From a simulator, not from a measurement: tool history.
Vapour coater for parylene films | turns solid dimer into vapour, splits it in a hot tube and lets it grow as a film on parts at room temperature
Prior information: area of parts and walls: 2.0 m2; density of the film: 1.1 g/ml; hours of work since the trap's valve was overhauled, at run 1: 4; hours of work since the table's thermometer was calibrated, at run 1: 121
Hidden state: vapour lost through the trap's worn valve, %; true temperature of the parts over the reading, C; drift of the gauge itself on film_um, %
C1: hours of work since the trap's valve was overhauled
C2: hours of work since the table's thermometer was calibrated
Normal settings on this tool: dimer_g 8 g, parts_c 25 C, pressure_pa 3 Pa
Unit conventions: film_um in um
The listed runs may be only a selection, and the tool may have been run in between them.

Run 1, hour 0: usual settings; C1 4; C2 121. Result: film_um 1.805 um.
Run 2, hour 18: usual settings; C1 20; C2 137. Result: film_um 1.803 um.
Run 3, hour 34.4: usual settings; C1 34; C2 151. Result: film_um 1.796 um.
Run 4, hour 51.6: usual settings; C1 50; C2 166. Result: film_um 1.794 um.
Run 5, hour 62.7: usual settings; C1 59; C2 176. Result: film_um 1.78 um.
Run 6, hour 74.6: usual settings but dimer_g 7 g; C1 70; C2 186. Result: film_um 1.567 um.
At hour 79.6: trap's valve overhauled.
Run 7, hour 86.6: usual settings but dimer_g 5 g, pressure_pa 6.21 Pa; C1 6; C2 193. Result: film_um 1.028 um.
Run 8, hour 99.3: usual settings but dimer_g 4 g, parts_c 32 C, pressure_pa 2.59 Pa; C1 17; C2 205. Result: film_um 0.71 um.
Run 9, hour 112.2: usual settings but dimer_g 4 g, parts_c 32 C, pressure_pa 2.59 Pa; C1 29; C2 216. Result: film_um 0.713 um.
At hour 127.7: trap's valve overhauled, once more.
Run 10, hour 130: usual settings but dimer_g 4 g, parts_c 32 C, pressure_pa 2.59 Pa; C1 2; C2 228. Result: film_um 0.724 um.
Run 11, hour 146.1: usual settings but parts_c 22 C; C1 16; C2 242. Result: film_um 2.012 um.

4 ways to go on from here, each from the tool as it stands after run 11. What would each give?
Run A, hour 157.4: usual settings but dimer_g 3 g, parts_c 30 C, pressure_pa 6.82 Pa; C1 26; C2 252. Result: film_um ?.
Run B, hour 157.4: usual settings but dimer_g 6 g, parts_c 18 C, pressure_pa 7.74 Pa; C1 26; C2 252. Result: film_um ?.
Run C, hour 157.4: usual settings but parts_c 27 C, pressure_pa 3.16 Pa; C1 26; C2 252. Result: film_um ?.
Run D, hour 157.4: usual settings but dimer_g 4 g, parts_c 24 C, pressure_pa 2.84 Pa; C1 26; C2 252. Result: film_um ?.

run  film_um
  A    0.528
  B    1.574
  C    1.672
  D    0.944
Had the tool no hidden state, the same runs would have come out as:
run  film_um
  A    0.527
  B    1.572
  C     1.67
  D    0.943
